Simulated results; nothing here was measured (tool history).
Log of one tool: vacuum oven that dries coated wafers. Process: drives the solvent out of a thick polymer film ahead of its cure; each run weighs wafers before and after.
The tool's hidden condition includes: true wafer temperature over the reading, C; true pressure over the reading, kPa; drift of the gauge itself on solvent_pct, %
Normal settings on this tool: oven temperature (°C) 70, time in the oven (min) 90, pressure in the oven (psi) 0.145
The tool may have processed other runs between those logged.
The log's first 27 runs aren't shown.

run,day,oven temperature (°C),time in the oven (min),pressure in the oven (psi),hours of work since the thermocouples were calibrated,hours of work since the vacuum gauge was cleaned of residue,solvent left in the film (%)
28,19.225,67,90,0.352,999,774,4.37
29,19.8,72,54,0.281,1007,782,3.79
30,20.638,72,54,0.281,1019,794,3.91
31,21.183,72,54,0.206,1027,802,3.45
32,21.642,72,54,0.206,1033,808,3.49
33,22.488,77,101,0.084,1045,820,0.55
34,23.171,77,101,0.084,1055,830,0.48
35,23.721,70,78,0.48,1063,838,4.39
36,24.679,84,55,0.145,1077,851,0.57
37,25.388,59,90,0.289,1087,861,7.79
38,25.9,59,63,0.315,1094,868,10.25
39,26.562,81,65,0.145,1103,878,0.72
40,27.083,81,65,0.145,1111,885,0.69
41,27.842,70,92,0.145,1121,896,1.84
42,28.746,72,90,0.157,1134,909,1.44
43,29.383,70,124,0.08,1143,918,0.94
44,29.821,70,155,0.39,1150,924,2.67
45,30.717,70,58,0.081,1162,937,3.22
46,31.512,70,58,0.081,1174,948,3.21
47,32.404,57,90,0.145,1186,961,8.19

4 ways to go on from here, each from the tool as it stands after run 47. What would each give?
A,33.117,57,137,0.145,1196,971,?
B,33.117,70,112,0.145,1196,971,?
C,33.117,64,84,0.145,1196,971,?
D,33.117,69,93,0.505,1196,971,?

run,solvent left in the film (%)
A,5.6
B,1.37
C,4.66
D,4.51
Had the tool no hidden state, the same runs would have come out as:
run,solvent left in the film (%)
A,5.57
B,1.36
C,4.64
D,4.49

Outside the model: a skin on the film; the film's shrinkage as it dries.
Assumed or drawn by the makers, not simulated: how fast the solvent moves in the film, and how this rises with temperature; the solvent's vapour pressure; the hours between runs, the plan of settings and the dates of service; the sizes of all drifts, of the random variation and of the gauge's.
